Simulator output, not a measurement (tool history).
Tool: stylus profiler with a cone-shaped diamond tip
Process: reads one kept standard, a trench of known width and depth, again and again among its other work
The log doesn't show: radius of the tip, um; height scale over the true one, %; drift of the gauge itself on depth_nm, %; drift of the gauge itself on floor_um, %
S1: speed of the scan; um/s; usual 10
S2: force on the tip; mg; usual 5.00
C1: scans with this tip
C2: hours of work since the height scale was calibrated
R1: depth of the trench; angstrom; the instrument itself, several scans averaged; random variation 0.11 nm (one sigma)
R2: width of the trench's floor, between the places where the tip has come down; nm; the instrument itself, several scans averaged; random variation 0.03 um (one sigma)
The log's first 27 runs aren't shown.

| run | day | S1 | S2 | C1 | C2 | R1 | R2 |
|---|---|---|---|---|---|---|---|
| 28 | 29.888 | 28 | 1.75 | 6474 | 576 | 5031.9 | 16950 |
| 29 | 31.217 | 10 | 9.20 | 6620 | 590 | 5084.1 | 17030 |
| 30 | 32.288 | 4 | 11.94 | 6738 | 600 | 5096.9 | 17030 |
| 31 | 33.354 | 4 | 11.94 | 6855 | 610 | 5098.4 | 17020 |
| 32 | 34.979 | 11 | 2.76 | 7034 | 626 | 5041.5 | 16970 |
| 33 | 36.417 | 34 | 4.25 | 7193 | 640 | 5055.7 | 16950 |
| 34 | 38.000 | 3 | 8.30 | 7367 | 656 | 5077.3 | 17040 |
| 35 | 39.304 | 30 | 3.11 | 7510 | 669 | 5046.2 | 16920 |
| 36 | 40.658 | 5 | 2.87 | 7659 | 682 | 5044.0 | 16920 |
| 37 | 42.204 | 5 | 2.87 | 7829 | 697 | 5042.7 | 16960 |
| 38 | 43.675 | 5 | 2.87 | 7992 | 712 | 5042.3 | 16910 |
| 39 | 44.617 | 4 | 2.87 | 8095 | 721 | 5044.2 | 16950 |
| 40 | 45.650 | 30 | 10.46 | 8209 | 731 | 5091.6 | 16940 |
| 41 | 47.058 | 30 | 10.46 | 8364 | 745 | 5092.3 | 16950 |
| 42 | 48.262 | 30 | 10.46 | 8496 | 757 | 5092.2 | 16960 |
| 43 | 49.425 | 27 | 3.47 | 8624 | 768 | 5051.2 | 16880 |
| 44 | 50.700 | 9 | 1.90 | 8765 | 780 | 5037.3 | 16900 |
| 45 | 51.733 | 35 | 7.93 | 8879 | 791 | 5079.8 | 16880 |
| 46 | 52.558 | 7 | 10.72 | 8969 | 799 | 5095.8 | 16940 |

3 ways to go on from here, each from the tool as it stands after run 46. What would each give?
| A | 53.921 | 4 | 14.25 | 9119 | 812 | ? | ? |
| B | 53.921 | 7 | 7.33 | 9119 | 812 | ? | ? |
| C | 53.921 | 11 | 8.14 | 9119 | 812 | ? | ? |

| run | R1 | R2 |
|---|---|---|
| A | 5113.7 | 16930 |
| B | 5076.4 | 16950 |
| C | 5082.0 | 16950 |
Without the tool's hidden state the same runs would have given:
| run | R1 | R2 |
|---|---|---|
| A | 5102.9 | 17360 |
| B | 5065.6 | 17380 |
| C | 5071.2 | 17370 |
